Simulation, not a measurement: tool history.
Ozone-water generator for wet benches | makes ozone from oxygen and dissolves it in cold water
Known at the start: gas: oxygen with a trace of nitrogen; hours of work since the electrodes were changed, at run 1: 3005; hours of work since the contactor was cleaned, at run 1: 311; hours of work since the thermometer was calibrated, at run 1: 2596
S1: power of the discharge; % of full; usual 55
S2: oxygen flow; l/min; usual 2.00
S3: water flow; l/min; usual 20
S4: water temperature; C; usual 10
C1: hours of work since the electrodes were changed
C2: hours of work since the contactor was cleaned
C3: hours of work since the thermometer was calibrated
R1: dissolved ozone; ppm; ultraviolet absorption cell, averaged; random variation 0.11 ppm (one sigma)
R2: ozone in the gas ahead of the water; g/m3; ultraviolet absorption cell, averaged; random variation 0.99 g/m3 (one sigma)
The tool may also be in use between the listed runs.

run,day,S1,S2,S3,S4,C1,C2,C3,R1,R2
1,0.000,55,2.00,20,10,3005,311,2596,7.1,150.3
2,3.362,55,2.00,20,10,3077,384,2669,7.2,147.7
3,7.229,55,2.00,20,10,3161,467,2752,7.3,148.7
4,9.896,55,1.62,20,10,3219,525,2810,6.7,166.2
5,13.300,55,1.62,20,10,3292,599,2884,6.8,165.1
6,17.338,55,2.68,20,10,3380,686,2971,7.4,123.1
7,20.667,55,2.68,20,10,3452,758,3043,7.5,122.5
8,22.633,99,2.68,20,10,3494,801,3086,11.3,192.2
9,25.342,99,2.68,20,10,3553,859,3144,11.5,191.0
10,29.912,99,1.67,20,10,3652,958,3243,10.1,247.2
11,31.846,55,2.00,17,16,3694,1000,3285,7.7,143.6
12,34.338,55,2.82,15,11,3748,1054,3339,9.4,117.0

Some steps in R1 between neighbouring runs. How much of each would the tool show without its hidden state too (settings, what came in, random variation), and how much is left for the hidden state, with any gauge scatter that isn't in both results?
The hidden state here: yield of the discharge, % of new electrodes'; contactor's efficiency, % of a clean one's; true water temperature over the reading, C; drift of the gauge itself on ozone_ppm, %; drift of the gauge itself on gas_g_m3, %.
Run 7 -> 8: S1 55 -> 99. R1 +3.8 ppm: hidden state -2.3, all else +6.1.
